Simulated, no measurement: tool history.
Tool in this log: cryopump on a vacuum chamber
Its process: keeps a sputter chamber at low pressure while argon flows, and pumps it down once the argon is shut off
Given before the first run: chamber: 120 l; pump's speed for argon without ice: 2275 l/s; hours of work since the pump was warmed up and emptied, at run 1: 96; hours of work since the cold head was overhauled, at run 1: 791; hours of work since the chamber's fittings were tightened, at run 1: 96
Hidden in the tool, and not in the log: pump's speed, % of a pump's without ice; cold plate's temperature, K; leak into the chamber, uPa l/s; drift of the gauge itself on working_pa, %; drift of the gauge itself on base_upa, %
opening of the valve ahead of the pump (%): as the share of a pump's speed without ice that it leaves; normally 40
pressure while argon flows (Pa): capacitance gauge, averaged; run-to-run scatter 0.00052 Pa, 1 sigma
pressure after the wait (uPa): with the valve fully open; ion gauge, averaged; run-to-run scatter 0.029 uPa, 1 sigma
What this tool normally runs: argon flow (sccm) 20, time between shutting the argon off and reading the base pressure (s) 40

run,hour,argon flow (sccm),time between shutting the argon off and reading the base pressure (s),opening of the valve ahead of the pump (%),hours of work since the pump was warmed up and emptied,hours of work since the cold head was overhauled,hours of work since the chamber's fittings were tightened,pressure while argon flows (Pa),pressure after the wait (uPa)
1,0.0,20,40,40,96,791,96,0.0369,1.45
2,25.1,20,40,40,111,806,111,0.0374,1.49
3,54.8,20,40,40,129,824,129,0.0376,1.46
4,78.1,20,190,40,143,838,143,0.0384,0.49
5,130.9,20,40,40,175,869,175,0.0381,1.55
6,187.8,20,40,40,209,904,209,0.0388,1.51
7,216.8,9,40,40,227,921,227,0.0174,1.51
8,262.2,9,40,40,254,949,254,0.0169,1.58
9,315.0,9,40,40,286,980,286,0.0177,1.58
10,353.8,9,40,40,309,1004,309,0.0173,1.67
11,394.1,20,40,40,334,1028,334,0.0391,1.59
12,441.6,20,40,40,362,1057,362,0.0387,1.68
13,475.2,20,40,40,383,1077,383,0.0390,1.72
14,500.8,20,40,40,398,1092,398,0.0400,1.68
15,552.0,20,40,40,429,1123,429,0.0403,1.69
16,605.7,20,40,40,461,1156,461,0.0393,1.79
17,629.3,29,40,40,475,1170,475,0.0586,1.78
18,664.6,29,40,40,497,1191,497,0.0592,1.78
19,699.5,35,40,23,518,1212,518,0.1209,1.78
20,727.8,35,40,23,535,1229,535,0.1195,1.85
21,763.8,38,23,46,556,1251,556,0.0692,2.80
22,794.1,33,28,41,575,1269,575,0.0668,2.36
23,834.0,33,28,41,599,1293,599,0.0664,2.43
24,870.7,33,28,41,621,1315,621,0.0661,2.46
25,896.3,33,28,41,636,1331,636,0.0681,2.49
26,952.3,20,49,40,670,1364,670,0.0424,1.78
# hour 971.1: pump warmed up, emptied and cooled again
27,1003.8,17,197,16,20,1392,698,0.0795,0.87
28,1055.6,8,31,21,51,1424,729,0.0280,2.29
29,1096.3,31,171,17,75,1448,754,0.1368,0.95
30,1142.5,11,29,38,103,1476,782,0.0218,2.42
31,1170.8,11,29,38,120,1493,799,0.0224,2.41
32,1204.4,27,38,40,141,1513,819,0.0505,2.00
33,1229.3,36,40,36,156,1528,834,0.0752,1.99
34,1268.7,36,40,36,179,1552,858,0.0763,1.95

3 options for the next run, each taken on its own from the tool as it stands now. Forecast them:
A,1320.8,20,43,40,211,1583,889,?,?
B,1320.8,20,47,39,211,1583,889,?,?
C,1320.8,20,40,36,211,1583,889,?,?

run,pressure while argon flows (Pa),pressure after the wait (uPa)
A,0.0405,1.95
B,0.0404,1.82
C,0.0433,2.01
The same runs, with their run-to-run variation unchanged, on a tool lacking any hidden condition would have given:
run,pressure while argon flows (Pa),pressure after the wait (uPa)
A,0.0388,1.30
B,0.0387,1.18
C,0.0416,1.37

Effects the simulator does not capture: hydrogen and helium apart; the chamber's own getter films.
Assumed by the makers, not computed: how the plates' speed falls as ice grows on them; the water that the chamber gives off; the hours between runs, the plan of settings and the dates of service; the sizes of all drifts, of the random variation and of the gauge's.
